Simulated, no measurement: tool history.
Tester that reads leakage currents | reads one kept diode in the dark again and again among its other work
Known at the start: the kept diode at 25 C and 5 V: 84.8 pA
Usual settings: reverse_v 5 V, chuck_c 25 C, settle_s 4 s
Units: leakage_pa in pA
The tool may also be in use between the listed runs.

| run | day | reverse_v | chuck_c | settle_s | leakage_pa |
|---|---|---|---|---|---|
| 1 | 0 | 5 | 25 | 4 | 85.19 |
| 2 | 2.417 | 5 | 41 | 4 | 275.42 |
| 3 | 4.171 | 5 | 25 | 4 | 85.52 |
| 4 | 7.317 | 5 | 25 | 4 | 85.6 |
| 5 | 9.554 | 5 | 25 | 4 | 84.78 |
| 6 | 12.312 | 5 | 25 | 4 | 85.05 |
| 7 | 13.958 | 5 | 25 | 0.64 | 85.59 |
| 8 | 16.108 | 5 | 25 | 0.64 | 85.32 |
| 9 | 19.838 | 17.76 | 25 | 0.64 | 145.75 |
| 10 | 22.008 | 2.17 | 25 | 4 | 60.53 |
|  | 24.879 | chuck's temperature calibrated |
| 11 | 25.896 | 1.33 | 51 | 5.19 | 312.87 |
| 12 | 29.479 | 1.33 | 51 | 5.19 | 313.02 |
| 13 | 31.371 | 1.33 | 51 | 5.19 | 311.67 |
| 14 | 34.325 | 1.33 | 51 | 5.19 | 313.62 |
| 15 | 37.404 | 3.02 | 27 | 4 | 80.51 |
| 16 | 40.942 | 14.2 | 23 | 3.41 | 112.4 |
| 17 | 43.688 | 14.2 | 23 | 3.41 | 112.85 |
|  | 45.05 | probe card cleaned and baked |
| 18 | 47.029 | 2.03 | 27 | 1.42 | 68.55 |
| 19 | 49.183 | 5 | 25 | 1.1 | 85.68 |
| 20 | 51.479 | 5 | 25 | 1.1 | 85.45 |

Forecast each of these 5 alternatives for the next run:
| A | 53.442 | 5 | 43 | 0.32 | ? |
| B | 53.442 | 15.92 | 37 | 5.67 | ? |
| C | 53.442 | 5 | 20 | 4 | ? |
| D | 53.442 | 5 | 22 | 1.1 | ? |
| E | 53.442 | 5 | 25 | 4.61 | ? |

| run | leakage_pa |
|---|---|
| A | 317.54 |
| B | 332.16 |
| C | 57.45 |
| D | 67.4 |
| E | 84.7 |
Without the tool's hidden state the same runs would have given:
| run | leakage_pa |
|---|---|
| A | 317.58 |
| B | 332.18 |
| C | 57.45 |
| D | 67.4 |
| E | 84.7 |
